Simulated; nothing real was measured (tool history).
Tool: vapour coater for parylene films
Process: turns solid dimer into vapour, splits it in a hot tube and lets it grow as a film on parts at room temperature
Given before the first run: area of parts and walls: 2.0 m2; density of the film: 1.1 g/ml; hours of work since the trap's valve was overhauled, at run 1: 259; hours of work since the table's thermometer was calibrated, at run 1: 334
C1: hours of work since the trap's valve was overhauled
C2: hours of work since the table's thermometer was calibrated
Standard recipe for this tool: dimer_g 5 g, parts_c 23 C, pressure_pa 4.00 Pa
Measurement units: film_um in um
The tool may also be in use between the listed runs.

Run 1, hour 0.0: usual settings; C1 259; C2 334. Result: film_um 1.37 um.
Run 2, hour 15.5: usual settings; C1 269; C2 344. Result: film_um 1.35 um.
Run 3, hour 28.4: usual settings; C1 278; C2 352. Result: film_um 1.32 um.
Run 4, hour 38.1: usual settings; C1 284; C2 359. Result: film_um 1.31 um.
Run 5, hour 54.9: usual settings; C1 295; C2 369. Result: film_um 1.26 um.
Run 6, hour 72.6: usual settings but parts_c 18 C; C1 306; C2 381. Result: film_um 1.51 um.
Run 7, hour 86.5: usual settings but parts_c 18 C; C1 315; C2 390. Result: film_um 1.45 um.
Run 8, hour 100.5: usual settings; C1 324; C2 399. Result: film_um 1.32 um.
Run 9, hour 120.0: usual settings; C1 337; C2 411. Result: film_um 1.29 um.
Run 10, hour 135.6: usual settings but dimer_g 8 g; C1 347; C2 421. Result: film_um 2.07 um.
Run 11, hour 143.8: usual settings but dimer_g 8 g; C1 352; C2 427. Result: film_um 2.05 um.
Run 12, hour 153.0: usual settings but dimer_g 8 g; C1 358; C2 433. Result: film_um 2.04 um.
Run 13, hour 165.1: usual settings but dimer_g 8 g; C1 366; C2 440. Result: film_um 2.06 um.
Run 14, hour 173.8: usual settings; C1 372; C2 446. Result: film_um 1.27 um.
Run 15, hour 182.1: usual settings; C1 377; C2 451. Result: film_um 1.28 um.
At hour 184.7: table's thermometer calibrated.
Run 16, hour 202.1: usual settings; C1 389; C2 11. Result: film_um 1.24 um.
Run 17, hour 218.2: usual settings; C1 400; C2 22. Result: film_um 1.24 um.
Run 18, hour 229.8: usual settings; C1 407; C2 29. Result: film_um 1.24 um.
Run 19, hour 242.9: usual settings; C1 416; C2 38. Result: film_um 1.25 um.
Run 20, hour 262.7: usual settings; C1 428; C2 50. Result: film_um 1.27 um.
Run 21, hour 277.6: usual settings; C1 438; C2 60. Result: film_um 1.21 um.
At hour 282.2: table's thermometer calibrated, once more.
Run 22, hour 297.4: usual settings; C1 450; C2 10. Result: film_um 1.22 um.
At hour 303.1: trap's valve overhauled.
Run 23, hour 314.4: usual settings; C1 7; C2 18. Result: film_um 1.46 um.
Run 24, hour 333.3: usual settings but dimer_g 3 g, parts_c 25 C; C1 19; C2 30. Result: film_um 0.84 um.
Run 25, hour 343.5: usual settings but parts_c 25 C, pressure_pa 5.79 Pa; C1 26; C2 37. Result: film_um 1.32 um.
Run 26, hour 352.4: usual settings but pressure_pa 2.03 Pa; C1 32; C2 43. Result: film_um 1.58 um.
Run 27, hour 371.3: usual settings but dimer_g 3 g, pressure_pa 5.62 Pa; C1 44; C2 55. Result: film_um 0.83 um.
Run 28, hour 382.5: usual settings but dimer_g 3 g, pressure_pa 2.66 Pa; C1 51; C2 62. Result: film_um 0.88 um.
Run 29, hour 398.7: usual settings but dimer_g 3 g, pressure_pa 2.66 Pa; C1 62; C2 73. Result: film_um 0.88 um.

Run 30 is up next; what results do you expect?
Run 30, hour 411.6: usual settings but dimer_g 3 g, pressure_pa 2.66 Pa; C1 70; C2 81. Result: film_um ?.

{"run 30": {"film_um": 0.92}}
Had the tool carried no hidden state, the very same run would have given film_um 0.94 um.

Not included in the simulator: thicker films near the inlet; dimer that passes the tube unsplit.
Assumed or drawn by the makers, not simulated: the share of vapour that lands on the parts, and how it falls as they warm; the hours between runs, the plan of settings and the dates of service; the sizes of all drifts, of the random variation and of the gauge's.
